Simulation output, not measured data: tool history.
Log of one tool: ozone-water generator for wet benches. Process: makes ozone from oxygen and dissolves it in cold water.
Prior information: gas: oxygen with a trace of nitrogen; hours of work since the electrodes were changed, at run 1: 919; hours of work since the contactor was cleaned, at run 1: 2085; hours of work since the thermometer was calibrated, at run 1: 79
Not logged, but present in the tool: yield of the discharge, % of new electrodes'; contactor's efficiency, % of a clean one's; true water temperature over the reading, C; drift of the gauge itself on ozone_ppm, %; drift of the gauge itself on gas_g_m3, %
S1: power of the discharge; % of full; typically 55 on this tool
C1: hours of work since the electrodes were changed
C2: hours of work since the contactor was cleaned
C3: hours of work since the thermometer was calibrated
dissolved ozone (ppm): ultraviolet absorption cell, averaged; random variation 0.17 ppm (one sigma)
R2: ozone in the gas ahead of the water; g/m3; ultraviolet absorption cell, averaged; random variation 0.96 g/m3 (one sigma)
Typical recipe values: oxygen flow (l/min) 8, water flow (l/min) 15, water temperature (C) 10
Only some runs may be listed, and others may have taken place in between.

{"run": 1, "hour": 0.0, "S1": 55, "oxygen flow (l/min)": 8, "water flow (l/min)": 15, "water temperature (C)": 10, "C1": 919, "C2": 2085, "C3": 79, "dissolved ozone (ppm)": 23.8, "R2": 163.7}
{"run": 2, "hour": 25.3, "S1": 55, "oxygen flow (l/min)": 8, "water flow (l/min)": 17, "water temperature (C)": 10, "C1": 943, "C2": 2109, "C3": 103, "dissolved ozone (ppm)": 21.3, "R2": 163.6}
{"run": 3, "hour": 51.2, "S1": 55, "oxygen flow (l/min)": 8, "water flow (l/min)": 17, "water temperature (C)": 10, "C1": 967, "C2": 2133, "C3": 127, "dissolved ozone (ppm)": 21.2, "R2": 161.6}
{"run": 4, "hour": 70.8, "S1": 55, "oxygen flow (l/min)": 8, "water flow (l/min)": 17, "water temperature (C)": 10, "C1": 986, "C2": 2152, "C3": 145, "dissolved ozone (ppm)": 21.1, "R2": 164.6}
{"run": 5, "hour": 95.2, "S1": 55, "oxygen flow (l/min)": 8, "water flow (l/min)": 17, "water temperature (C)": 10, "C1": 1009, "C2": 2175, "C3": 168, "dissolved ozone (ppm)": 21.1, "R2": 163.5}
{"run": 6, "hour": 122.9, "S1": 55, "oxygen flow (l/min)": 5.52, "water flow (l/min)": 15, "water temperature (C)": 10, "C1": 1035, "C2": 2201, "C3": 194, "dissolved ozone (ppm)": 23.3, "R2": 188.9}
{"run": 7, "hour": 139.0, "S1": 55, "oxygen flow (l/min)": 8, "water flow (l/min)": 15, "water temperature (C)": 10, "C1": 1050, "C2": 2216, "C3": 209, "dissolved ozone (ppm)": 23.5, "R2": 162.6}
{"run": 8, "hour": 165.2, "S1": 55, "oxygen flow (l/min)": 8, "water flow (l/min)": 15, "water temperature (C)": 10, "C1": 1074, "C2": 2240, "C3": 234, "dissolved ozone (ppm)": 23.3, "R2": 162.6}
{"run": 9, "hour": 193.3, "S1": 55, "oxygen flow (l/min)": 8, "water flow (l/min)": 15, "water temperature (C)": 10, "C1": 1101, "C2": 2267, "C3": 261, "dissolved ozone (ppm)": 24, "R2": 162}
{"run": 10, "hour": 210.1, "S1": 55, "oxygen flow (l/min)": 4.01, "water flow (l/min)": 14, "water temperature (C)": 10, "C1": 1117, "C2": 2283, "C3": 276, "dissolved ozone (ppm)": 23.5, "R2": 219}
{"run": 11, "hour": 224.6, "S1": 63, "oxygen flow (l/min)": 5.35, "water flow (l/min)": 23, "water temperature (C)": 7, "C1": 1130, "C2": 2296, "C3": 290, "dissolved ozone (ppm)": 16.5, "R2": 210.6}
{"run": 12, "hour": 250.6, "S1": 63, "oxygen flow (l/min)": 5.35, "water flow (l/min)": 23, "water temperature (C)": 7, "C1": 1155, "C2": 2321, "C3": 314, "dissolved ozone (ppm)": 16.3, "R2": 208.6}
{"run": 13, "hour": 279.7, "S1": 54, "oxygen flow (l/min)": 13.08, "water flow (l/min)": 23, "water temperature (C)": 8, "C1": 1182, "C2": 2348, "C3": 342, "dissolved ozone (ppm)": 16.5, "R2": 131.1}
{"run": 14, "hour": 308.8, "S1": 52, "oxygen flow (l/min)": 4.29, "water flow (l/min)": 15, "water temperature (C)": 13, "C1": 1209, "C2": 2376, "C3": 369, "dissolved ozone (ppm)": 20.8, "R2": 203.3}

Predict each of these 3 candidate next runs independently; none follows another, all start after run 14:
{"run": "A", "hour": 334.9, "S1": 55, "oxygen flow (l/min)": 8, "water flow (l/min)": 17, "water temperature (C)": 12, "C1": 1234, "C2": 2400, "C3": 394, "dissolved ozone (ppm)": "?", "R2": "?"}
{"run": "B", "hour": 334.9, "S1": 52, "oxygen flow (l/min)": 7.26, "water flow (l/min)": 10, "water temperature (C)": 15, "C1": 1234, "C2": 2400, "C3": 394, "dissolved ozone (ppm)": "?", "R2": "?"}
{"run": "C", "hour": 334.9, "S1": 55, "oxygen flow (l/min)": 12.54, "water flow (l/min)": 15, "water temperature (C)": 12, "C1": 1234, "C2": 2400, "C3": 394, "dissolved ozone (ppm)": "?", "R2": "?"}

run=A dissolved_ozone_(ppm)=20.4 R2=163.8
run=B dissolved_ozone_(ppm)=28.5 R2=162.4
run=C dissolved_ozone_(ppm)=22.1 R2=135.2
Stripped of hidden state, with their random variation kept, the same runs would have yielded:
run=A dissolved_ozone_(ppm)=20.4 R2=163.9
run=B dissolved_ozone_(ppm)=28.6 R2=162.5
run=C dissolved_ozone_(ppm)=22.2 R2=135.2
